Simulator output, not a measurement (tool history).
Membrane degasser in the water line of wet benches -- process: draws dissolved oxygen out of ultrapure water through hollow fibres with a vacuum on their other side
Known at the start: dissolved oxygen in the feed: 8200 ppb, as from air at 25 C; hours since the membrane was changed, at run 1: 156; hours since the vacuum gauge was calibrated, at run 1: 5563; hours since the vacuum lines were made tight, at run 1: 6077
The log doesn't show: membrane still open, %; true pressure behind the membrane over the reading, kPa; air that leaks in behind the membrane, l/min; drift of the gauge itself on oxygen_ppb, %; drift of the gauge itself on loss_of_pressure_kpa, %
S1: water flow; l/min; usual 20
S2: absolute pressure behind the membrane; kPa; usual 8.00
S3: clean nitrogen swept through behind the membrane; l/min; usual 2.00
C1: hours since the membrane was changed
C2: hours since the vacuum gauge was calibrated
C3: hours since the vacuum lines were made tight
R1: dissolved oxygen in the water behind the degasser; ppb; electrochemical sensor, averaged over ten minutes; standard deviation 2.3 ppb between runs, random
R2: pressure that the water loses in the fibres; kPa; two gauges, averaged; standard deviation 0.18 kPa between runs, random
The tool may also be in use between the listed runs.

run 1 day=0.000 | S1=20 S2=8.00 S3=2.00 | C1=156 C2=5563 C3=6077 | R1=228.7 R2=32.82
run 2 day=2.550 | S1=13 S2=8.00 S3=2.00 | C1=217 C2=5624 C3=6139 | R1=129.7 R2=21.07
run 3 day=5.458 | S1=13 S2=8.00 S3=2.00 | C1=287 C2=5694 C3=6208 | R1=132.2 R2=21.10
run 4 day=8.579 | S1=20 S2=8.00 S3=2.00 | C1=362 C2=5768 C3=6283 | R1=232.1 R2=32.67
run 5 day=10.554 | S1=20 S2=8.00 S3=4.46 | C1=409 C2=5816 C3=6331 | R1=171.2 R2=32.89
run 6 day=12.604 | S1=31 S2=8.00 S3=4.46 | C1=458 C2=5865 C3=6380 | R1=300.5 R2=50.72
run 7 day=15.171 | S1=31 S2=8.00 S3=4.46 | C1=520 C2=5927 C3=6442 | R1=304.9 R2=51.31
run 8 day=17.796 | S1=18 S2=8.00 S3=2.00 | C1=583 C2=5990 C3=6505 | R1=199.9 R2=29.35
run 9 day=20.121 | S1=18 S2=8.00 S3=2.00 | C1=639 C2=6045 C3=6560 | R1=197.7 R2=29.34
run 10 day=23.417 | S1=20 S2=13.89 S3=2.00 | C1=718 C2=6125 C3=6639 | R1=361.1 R2=32.73
run 11 day=25.971 | S1=20 S2=13.89 S3=1.63 | C1=779 C2=6186 C3=6701 | R1=406.8 R2=32.63
run 12 day=29.054 | S1=20 S2=13.89 S3=1.63 | C1=853 C2=6260 C3=6775 | R1=409.3 R2=32.54
run 13 day=31.546 | S1=20 S2=8.00 S3=2.00 | C1=913 C2=6320 C3=6835 | R1=230.5 R2=32.96
run 14 day=34.854 | S1=20 S2=8.00 S3=2.00 | C1=992 C2=6399 C3=6914 | R1=231.2 R2=32.65
run 15 day=36.729 | S1=20 S2=8.00 S3=2.00 | C1=1037 C2=6444 C3=6959 | R1=231.6 R2=32.85
run 16 day=39.629 | S1=20 S2=8.00 S3=2.00 | C1=1107 C2=6514 C3=7029 | R1=230.8 R2=32.61
-- day=42.867 seals of the vacuum lines changed
run 17 day=42.867 | S1=20 S2=8.00 S3=2.00 | C1=1182 C2=6589 C3=0 | R1=227.7 R2=32.82
run 18 day=45.042 | S1=18 S2=9.16 S3=1.85 | C1=1235 C2=6642 C3=52 | R1=235.8 R2=29.50
run 19 day=48.771 | S1=18 S2=13.56 S3=1.80 | C1=1324 C2=6731 C3=142 | R1=332.1 R2=29.55
run 20 day=52.408 | S1=18 S2=13.56 S3=1.80 | C1=1411 C2=6818 C3=229 | R1=327.8 R2=29.39
run 21 day=56.275 | S1=12 S2=6.96 S3=2.00 | C1=1504 C2=6911 C3=322 | R1=103.0 R2=19.83
run 22 day=58.946 | S1=20 S2=8.00 S3=1.60 | C1=1568 C2=6975 C3=386 | R1=258.4 R2=32.38
run 23 day=61.079 | S1=20 S2=8.00 S3=1.60 | C1=1620 C2=7026 C3=437 | R1=254.0 R2=32.45
run 24 day=64.188 | S1=13 S2=8.00 S3=1.60 | C1=1694 C2=7101 C3=512 | R1=147.9 R2=21.34
run 25 day=66.758 | S1=13 S2=8.00 S3=1.14 | C1=1756 C2=7163 C3=573 | R1=178.4 R2=21.19
run 26 day=70.738 | S1=16 S2=5.00 S3=4.88 | C1=1851 C2=7258 C3=669 | R1=96.5 R2=26.22
run 27 day=72.821 | S1=13 S2=8.78 S3=2.00 | C1=1901 C2=7308 C3=719 | R1=146.4 R2=21.19
run 28 day=76.254 | S1=32 S2=8.09 S3=1.56 | C1=1984 C2=7391 C3=801 | R1=446.9 R2=52.27
run 29 day=79.933 | S1=25 S2=7.97 S3=2.12 | C1=2072 C2=7479 C3=890 | R1=292.9 R2=41.08
run 30 day=83.862 | S1=25 S2=12.85 S3=5.40 | C1=2166 C2=7573 C3=984 | R1=275.1 R2=41.16
run 31 day=86.425 | S1=17 S2=17.20 S3=2.46 | C1=2228 C2=7635 C3=1045 | R1=308.2 R2=27.91
-- day=89.817 vacuum gauge calibrated
run 32 day=90.054 | S1=14 S2=11.19 S3=1.30 | C1=2314 C2=6 C3=1132 | R1=257.3 R2=22.96
run 33 day=91.671 | S1=16 S2=13.39 S3=2.00 | C1=2353 C2=45 C3=1171 | R1=271.6 R2=25.92

What if the next run were any one of these 3? Each begins from the tool's condition after run 33:
run A day=94.296 | S1=14 S2=8.00 S3=2.00 | C1=2416 C2=108 C3=1234 | R1=? R2=?
run B day=94.296 | S1=29 S2=13.39 S3=3.70 | C1=2416 C2=108 C3=1234 | R1=? R2=?
run C day=94.296 | S1=20 S2=8.00 S3=1.75 | C1=2416 C2=108 C3=1234 | R1=? R2=?

run=A R1=144.9 R2=22.73
run=B R1=384.4 R2=47.49
run=C R1=243.9 R2=32.83
Had the tool no hidden state, the same runs would have come out as:
run=A R1=144.8 R2=22.73
run=B R1=384.3 R2=47.48
run=C R1=243.8 R2=32.82

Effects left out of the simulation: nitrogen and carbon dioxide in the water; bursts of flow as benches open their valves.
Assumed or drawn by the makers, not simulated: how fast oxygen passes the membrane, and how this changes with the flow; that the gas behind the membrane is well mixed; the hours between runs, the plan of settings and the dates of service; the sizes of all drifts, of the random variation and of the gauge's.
